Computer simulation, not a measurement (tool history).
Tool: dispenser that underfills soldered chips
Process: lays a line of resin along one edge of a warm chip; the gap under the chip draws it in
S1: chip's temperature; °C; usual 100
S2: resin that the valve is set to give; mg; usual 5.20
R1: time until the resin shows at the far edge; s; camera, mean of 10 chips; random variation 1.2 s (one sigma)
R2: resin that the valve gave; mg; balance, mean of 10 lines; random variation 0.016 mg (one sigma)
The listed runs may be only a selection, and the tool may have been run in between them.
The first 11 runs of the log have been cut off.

run,hour,S1,S2,R1,R2
12,38.2,100,6.65,157.8,6.42
# hour 40.4: new syringe of resin
13,40.9,105,6.65,96.4,6.41
14,44.3,105,5.18,118.5,5.02
15,47.9,105,5.18,147.4,4.99
# hour 48.8: new syringe of resin
16,50.4,105,5.18,105.5,4.98
17,54.2,94,5.20,203.3,5.04
# hour 57.3: new syringe of resin
18,58.0,100,5.20,122.6,5.00
19,60.8,89,5.78,217.5,5.50
20,63.6,88,5.16,273.8,4.90
# hour 65.8: dispensing valve cleaned and set on the balance
# hour 66.5: new syringe of resin
21,68.1,91,6.72,174.1,6.72
22,70.3,91,6.72,196.6,6.73

The next listed run, before its measurement:
# hour 74.9: new syringe of resin
23,74.9,109,4.48,?,?

Run 23 gave R1 84.0 s, R2 4.49 mg.
If the tool had no hidden condition, the same run with the same run-to-run variation would have returned R1 82.7 s, R2 4.50 mg.
